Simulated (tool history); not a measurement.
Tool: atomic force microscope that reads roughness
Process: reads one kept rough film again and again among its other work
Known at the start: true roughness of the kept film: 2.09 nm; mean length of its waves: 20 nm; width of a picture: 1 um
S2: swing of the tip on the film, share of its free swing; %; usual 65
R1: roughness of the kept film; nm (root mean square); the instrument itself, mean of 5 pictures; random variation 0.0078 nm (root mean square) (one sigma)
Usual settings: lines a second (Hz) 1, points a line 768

{"run": 1, "hour": 0.0, "lines a second (Hz)": 1, "S2": 65, "points a line": 768, "R1": 1.652}
{"run": 2, "hour": 5.0, "lines a second (Hz)": 1, "S2": 65, "points a line": 768, "R1": 1.621}
{"run": 3, "hour": 15.6, "lines a second (Hz)": 1, "S2": 77, "points a line": 768, "R1": 1.513}
{"run": 4, "hour": 23.9, "lines a second (Hz)": 1, "S2": 66, "points a line": 768, "R1": 1.508}
{"run": 5, "hour": 29.6, "lines a second (Hz)": 1, "S2": 66, "points a line": 768, "R1": 1.482}
{"run": 6, "hour": 38.3, "lines a second (Hz)": 1, "S2": 66, "points a line": 768, "R1": 1.448}
{"run": 7, "hour": 47.7, "lines a second (Hz)": 1, "S2": 66, "points a line": 768, "R1": 1.408}
{"run": 8, "hour": 56.0, "lines a second (Hz)": 1, "S2": 70, "points a line": 768, "R1": 1.368}
{"run": 9, "hour": 60.8, "lines a second (Hz)": 1, "S2": 65, "points a line": 768, "R1": 1.357}
{"run": 10, "hour": 69.5, "lines a second (Hz)": 1, "S2": 65, "points a line": 768, "R1": 1.315}
{"run": 11, "hour": 78.1, "lines a second (Hz)": 1, "S2": 65, "points a line": 768, "R1": 1.289}
{"run": 12, "hour": 86.7, "lines a second (Hz)": 1, "S2": 65, "points a line": 768, "R1": 1.264}
{"run": 13, "hour": 91.3, "lines a second (Hz)": 1, "S2": 65, "points a line": 768, "R1": 1.241}
{"run": 14, "hour": 98.0, "lines a second (Hz)": 3.74, "S2": 65, "points a line": 768, "R1": 1.104}
{"run": 15, "hour": 108.9, "lines a second (Hz)": 3.74, "S2": 87, "points a line": 768, "R1": 0.836}
{"run": 16, "hour": 116.1, "lines a second (Hz)": 1, "S2": 65, "points a line": 768, "R1": 1.163}
{"run": 17, "hour": 124.7, "lines a second (Hz)": 2.23, "S2": 65, "points a line": 768, "R1": 1.084}
{"run": 18, "hour": 129.9, "lines a second (Hz)": 2.23, "S2": 65, "points a line": 768, "R1": 1.075}
{"run": 19, "hour": 134.5, "lines a second (Hz)": 2.23, "S2": 65, "points a line": 768, "R1": 1.062}
{"run": 20, "hour": 140.6, "lines a second (Hz)": 0.77, "S2": 65, "points a line": 624, "R1": 1.1}
{"run": 21, "hour": 145.6, "lines a second (Hz)": 2.98, "S2": 68, "points a line": 624, "R1": 0.991}
{"run": 22, "hour": 156.3, "lines a second (Hz)": 0.59, "S2": 61, "points a line": 629, "R1": 1.07}
{"run": 23, "hour": 165.1, "lines a second (Hz)": 1.85, "S2": 64, "points a line": 359, "R1": 0.987}
{"run": 24, "hour": 172.3, "lines a second (Hz)": 1, "S2": 75, "points a line": 395, "R1": 0.979}
{"hour": 180.7, "done": "new tip fitted"}
{"run": 25, "hour": 183.9, "lines a second (Hz)": 1, "S2": 73, "points a line": 395, "R1": 1.576}
{"run": 26, "hour": 188.9, "lines a second (Hz)": 1.64, "S2": 83, "points a line": 844, "R1": 1.432}
{"run": 27, "hour": 197.8, "lines a second (Hz)": 2.09, "S2": 57, "points a line": 519, "R1": 1.53}
{"run": 28, "hour": 205.2, "lines a second (Hz)": 2.09, "S2": 57, "points a line": 519, "R1": 1.504}
{"run": 29, "hour": 210.8, "lines a second (Hz)": 3.92, "S2": 80, "points a line": 768, "R1": 1.166}
{"run": 30, "hour": 216.9, "lines a second (Hz)": 3.92, "S2": 80, "points a line": 768, "R1": 1.136}
{"run": 31, "hour": 223.6, "lines a second (Hz)": 3.92, "S2": 57, "points a line": 768, "R1": 1.381}
{"run": 32, "hour": 229.1, "lines a second (Hz)": 1.52, "S2": 65, "points a line": 1013, "R1": 1.381}
{"run": 33, "hour": 238.0, "lines a second (Hz)": 0.97, "S2": 65, "points a line": 908, "R1": 1.372}
{"run": 34, "hour": 248.4, "lines a second (Hz)": 0.97, "S2": 65, "points a line": 908, "R1": 1.344}
{"run": 35, "hour": 259.0, "lines a second (Hz)": 0.97, "S2": 73, "points a line": 984, "R1": 1.278}
{"run": 36, "hour": 263.6, "lines a second (Hz)": 0.65, "S2": 65, "points a line": 437, "R1": 1.282}

5 ways to go on from here, each from the tool as it stands after run 36. What would each give?
{"run": "A", "hour": 272.9, "lines a second (Hz)": 1, "S2": 81, "points a line": 517, "R1": "?"}
{"run": "B", "hour": 272.9, "lines a second (Hz)": 1, "S2": 55, "points a line": 309, "R1": "?"}
{"run": "C", "hour": 272.9, "lines a second (Hz)": 3.15, "S2": 80, "points a line": 625, "R1": "?"}
{"run": "D", "hour": 272.9, "lines a second (Hz)": 2.33, "S2": 57, "points a line": 296, "R1": "?"}
{"run": "E", "hour": 272.9, "lines a second (Hz)": 0.85, "S2": 89, "points a line": 1021, "R1": "?"}

run=A R1=1.182
run=B R1=1.231
run=C R1=1.015
run=D R1=1.199
run=E R1=1.165
Without the tool's hidden state the same runs would have given:
run=A R1=1.575
run=B R1=1.642
run=C R1=1.35
run=D R1=1.598
run=E R1=1.553
